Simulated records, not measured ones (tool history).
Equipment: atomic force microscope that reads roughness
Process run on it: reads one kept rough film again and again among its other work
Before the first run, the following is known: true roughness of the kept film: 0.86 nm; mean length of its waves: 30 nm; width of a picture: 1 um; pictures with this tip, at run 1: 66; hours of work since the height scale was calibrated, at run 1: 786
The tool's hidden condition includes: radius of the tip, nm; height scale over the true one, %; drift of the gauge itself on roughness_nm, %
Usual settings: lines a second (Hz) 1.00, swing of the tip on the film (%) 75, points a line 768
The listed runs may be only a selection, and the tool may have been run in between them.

run	hour	lines a second (Hz)	swing of the tip on the film (%)	points a line	pictures with this tip	hours of work since the height scale was calibrated	roughness of the kept film (nm (root mean square))
1	0.0	1.00	75	768	66	786	0.774
# hour 21.1: new tip fitted
2	38.1	0.54	75	768	19	813	0.796
3	90.5	0.54	75	768	76	851	0.790
# hour 100.6: new tip fitted
4	130.1	1.00	75	851	33	879	0.781
5	160.7	1.00	75	311	66	902	0.770
# hour 180.5: new tip fitted
6	225.1	1.00	75	311	49	948	0.763
7	253.8	1.00	75	311	81	969	0.762
# hour 258.3: new tip fitted
8	300.2	1.00	75	311	46	1002	0.773
# hour 338.7: new tip fitted
9	347.4	1.00	75	311	10	1036	0.773
10	410.2	1.00	75	311	79	1082	0.755
# hour 417.9: new tip fitted
# hour 440.3: height scale calibrated on a step standard
11	447.6	1.00	75	768	31	5	0.768
# hour 501.6: new tip fitted
12	508.2	1.00	86	768	7	49	0.744
13	538.6	1.86	58	485	41	71	0.796
14	567.8	1.86	58	715	73	92	0.783
# hour 581.3: new tip fitted
15	618.6	1.00	79	291	41	129	0.750
16	646.8	1.00	79	291	72	149	0.755
# hour 658.8: new tip fitted
17	707.8	1.00	79	878	54	193	0.760
# hour 741.9: new tip fitted
18	747.5	1.00	86	878	6	221	0.740
19	808.6	2.34	83	768	73	266	0.671
# hour 820.7: new tip fitted
20	860.5	1.90	84	768	44	303	0.693
# hour 900.2: new tip fitted
21	910.5	2.37	82	846	11	339	0.677
22	976.3	0.55	68	428	84	387	0.800
# hour 978.0: new tip fitted
23	1013.5	1.07	76	502	39	413	0.768
24	1046.9	1.07	76	502	76	437	0.762

Each row is a separate what-if for the run after 24, all from the same tool condition, not one after another. Results?
# hour 1058.1: new tip fitted
A	1101.1	1.00	56	768	48	476	?
# hour 1058.1: new tip fitted
B	1101.1	1.07	79	502	48	476	?
# hour 1058.1: new tip fitted
C	1101.1	1.73	76	301	48	476	?

run	roughness of the kept film (nm (root mean square))
A	0.803
B	0.760
C	0.726
Without the tool's unlogged condition, the same runs would have read:
run	roughness of the kept film (nm (root mean square))
A	0.805
B	0.763
C	0.729
